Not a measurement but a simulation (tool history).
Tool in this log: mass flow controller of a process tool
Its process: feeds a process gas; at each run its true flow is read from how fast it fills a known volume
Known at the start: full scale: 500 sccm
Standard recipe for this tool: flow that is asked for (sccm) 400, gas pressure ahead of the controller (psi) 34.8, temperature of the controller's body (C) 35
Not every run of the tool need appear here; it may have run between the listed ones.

run,hour,flow that is asked for (sccm),gas pressure ahead of the controller (psi),temperature of the controller's body (C),true flow (%)
1,0,400,34.8,35,99.64
2,208.8,400,34.8,35,99.76
3,310.8,400,34.8,35,99.71
4,537.5,400,34.8,35,99.71
5,693.5,400,34.8,36,99.73
6,804,400,34.8,36,99.91
7,981.2,400,34.8,36,99.84
8,1201.4,400,34.8,35,100.1
9,1406,62,34.8,35,101.54
10,1575.9,62,34.8,35,101.78
11,1713.8,400,30.9,35,100.29
12,1916.8,400,34.8,35,100.31
13,2023.2,400,34.8,35,100.47
14,2224,400,34.8,35,100.58
15,2335.6,400,34.8,35,100.56
16,2514.5,400,34.8,35,100.69
17,2616.2,179,34.8,35,100.56
18,2714.1,400,34.8,35,100.84
19,2924.9,400,34.8,35,100.83
20,3142.3,400,34.8,35,100.87
21,3345.5,400,32.2,35,100.95
22,3440.5,400,32.2,35,100.91
23,3649.2,400,32.2,35,101.06
24,3868.3,178,23.5,35,101.08
25,4015.5,178,27.1,32,101.67
26,4174.3,178,27.1,32,101.7
27,4383.9,346,24.4,22,102.31
28,4551.5,400,30.7,26,102.3
29,4665.4,493,33.2,28,102.54
30,4788.7,493,33.2,39,101.38
31,4968,107,29,37,102.97
32,5152,107,29,37,99.26
33,5250,251,34.8,24,101.53
34,5454.1,483,39.7,31,101.61
35,5654.6,400,39.7,28,102.08
36,5790.7,400,39.7,28,102.03
37,5978,127,32.3,28,101.04
38,6124,400,34.8,31,101.73
39,6313.7,56,29.6,31,101.54
40,6442.2,56,29.6,31,101.58
41,6613.1,129,33.2,21,102.46
42,6709.2,83,34.8,23,102.64
43,6827.7,89,22,24,102.01
44,6980,63,25.5,26,102.61
45,7080.1,257,23.2,26,101.95
46,7307.1,183,31.9,37,100.99

Withheld: 1 entry from between the runs. Position of each, and hidden state at the listed run before versus the listed run after:
Logged between run 31 and run 32: controller's zero set anew (hour 4988)
  flow at rest that the sensor doesn't see, % of full scale: 0.788 -> 0.023; true flow over the shown one, %: 1.99 -> 2.05
  the result without the hidden state subtracted from the measured one, true flow (%): +5.68 -> +2.15

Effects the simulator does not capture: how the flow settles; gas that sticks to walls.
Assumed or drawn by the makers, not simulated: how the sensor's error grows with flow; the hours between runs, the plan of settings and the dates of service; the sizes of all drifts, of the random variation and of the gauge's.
